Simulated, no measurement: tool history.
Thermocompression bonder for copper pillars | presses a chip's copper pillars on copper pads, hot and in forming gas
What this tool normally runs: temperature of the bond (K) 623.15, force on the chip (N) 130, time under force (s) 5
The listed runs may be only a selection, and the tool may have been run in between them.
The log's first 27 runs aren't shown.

run	hour	temperature of the bond (K)	force on the chip (N)	time under force (s)	force that shears a chip off (N)
28	240.1	636.15	188	9	139.6
29	252.1	623.15	85	3	69.3
# hour 254.8: force cell calibrated, once more
30	260.1	623.15	129	5	100.5
31	267.6	623.15	129	7	110.4
32	277	623.15	129	7	110.6
33	282.8	623.15	129	7	110
34	295.6	623.15	96	4	79.5
35	305.3	623.15	96	4	79.8
36	316.5	623.15	103	3	74.2
37	326.1	623.15	91	13	110.8
38	332.3	612.15	104	13	105.6
39	344.1	599.15	126	15	109.4
40	354.5	607.15	192	8	117.2

Branching from run 40: 4 alternative next runs. What would each branch give?
A	360.4	623.15	192	8	?
B	360.4	607.15	82	8	?
C	360.4	607.15	135	4	?
D	360.4	623.15	159	3	?

run	force that shears a chip off (N)
A	128.7
B	76
C	82.3
D	94.6
Stripped of hidden state, with their random variation kept, the same runs would have yielded:
run	force that shears a chip off (N)
A	137.1
B	85.4
C	92
D	104.3

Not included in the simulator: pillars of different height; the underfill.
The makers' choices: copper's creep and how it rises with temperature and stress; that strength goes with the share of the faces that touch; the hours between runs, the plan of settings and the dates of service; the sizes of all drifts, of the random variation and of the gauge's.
